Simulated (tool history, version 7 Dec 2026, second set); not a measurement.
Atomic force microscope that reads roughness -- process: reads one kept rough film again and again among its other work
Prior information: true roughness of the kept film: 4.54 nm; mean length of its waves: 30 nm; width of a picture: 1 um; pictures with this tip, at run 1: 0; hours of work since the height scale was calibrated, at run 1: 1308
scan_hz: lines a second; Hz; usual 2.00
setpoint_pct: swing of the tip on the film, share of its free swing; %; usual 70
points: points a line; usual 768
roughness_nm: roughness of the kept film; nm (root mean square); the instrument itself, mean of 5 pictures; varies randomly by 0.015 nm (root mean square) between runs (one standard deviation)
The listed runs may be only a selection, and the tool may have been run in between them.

run	hour	scan_hz	setpoint_pct	points	pictures with this tip	hours of work since the height scale was calibrated	roughness_nm
1	0.0	2.00	70	768	0	1308	3.439
2	28.1	2.00	70	768	58	1330	3.065
# hour 43.5: new tip fitted
3	74.6	2.00	70	442	64	1366	2.999
# hour 90.0: new tip fitted
4	126.2	2.00	70	442	75	1407	2.958
# hour 134.4: new tip fitted
5	176.9	2.00	70	442	88	1446	2.844
# hour 181.6: new tip fitted
6	211.1	2.00	70	442	61	1473	2.995
# hour 228.2: new tip fitted
7	240.7	2.00	70	442	26	1496	3.253
# hour 273.7: new tip fitted
8	285.3	2.00	70	442	24	1531	3.276
# hour 321.0: new tip fitted
9	323.6	2.00	70	442	5	1561	3.422
10	352.5	2.00	70	442	65	1584	2.957
# hour 367.3: new tip fitted
11	407.6	2.00	70	442	83	1627	2.875
# hour 412.2: new tip fitted
12	448.1	2.00	70	768	74	1658	2.920
# hour 459.0: new tip fitted
# hour 503.6: new tip fitted
13	503.6	2.00	70	768	0	1701	3.498
# hour 550.8: new tip fitted
14	555.2	2.00	70	768	9	1742	3.309
# hour 594.2: new tip fitted
15	608.4	3.38	65	768	29	1783	3.195
# hour 638.4: new tip fitted
16	638.4	2.00	63	768	0	1807	3.515
17	675.8	1.60	76	324	77	1836	2.866
# hour 683.2: new tip fitted
# hour 729.1: new tip fitted
18	734.6	1.63	76	324	11	1882	3.280
# hour 773.8: new tip fitted
19	783.6	1.63	76	324	20	1920	3.258
# hour 821.1: new tip fitted
20	822.2	3.98	61	324	3	1950	3.349
# hour 868.7: new tip fitted
21	875.2	3.98	61	324	13	1992	3.292
# hour 915.6: new tip fitted
22	925.4	3.98	61	324	20	2031	3.225
# hour 963.5: new tip fitted
23	969.1	3.98	61	324	11	2065	3.316
# hour 1007.4: new tip fitted
24	1007.4	3.66	80	768	0	2095	3.010
# hour 1021.1: height scale calibrated on a step standard
25	1047.7	2.00	73	466	81	21	2.887
# hour 1052.3: new tip fitted
26	1087.3	3.55	89	829	72	52	2.444
# hour 1098.8: new tip fitted
27	1114.4	1.79	75	750	32	73	3.220
# hour 1142.6: new tip fitted
28	1166.8	3.81	55	777	50	114	3.228

Hidden state or all else? Some run-to-run changes of roughness_nm, split into what the settings, what came in and random variation would give without the hidden state, and what is left for the hidden state (with any gauge scatter that isn't in both results):
What the log doesn't record here: radius of the tip, nm; height scale over the true one, %; drift of the gauge itself on roughness_nm, %.
Run 12 -> 13: new tip fitted, new tip fitted. roughness_nm +0.578 nm (root mean square): hidden state +0.544, all else +0.034.
Run 16 -> 17: scan_hz 2.00 -> 1.60, setpoint_pct 63 -> 76, points 768 -> 324. roughness_nm -0.649 nm (root mean square): hidden state -0.533, all else -0.116.
Run 26 -> 27: scan_hz 3.55 -> 1.79, setpoint_pct 89 -> 75, points 829 -> 750, new tip fitted. roughness_nm +0.776 nm (root mean square): hidden state +0.142, all else +0.634.

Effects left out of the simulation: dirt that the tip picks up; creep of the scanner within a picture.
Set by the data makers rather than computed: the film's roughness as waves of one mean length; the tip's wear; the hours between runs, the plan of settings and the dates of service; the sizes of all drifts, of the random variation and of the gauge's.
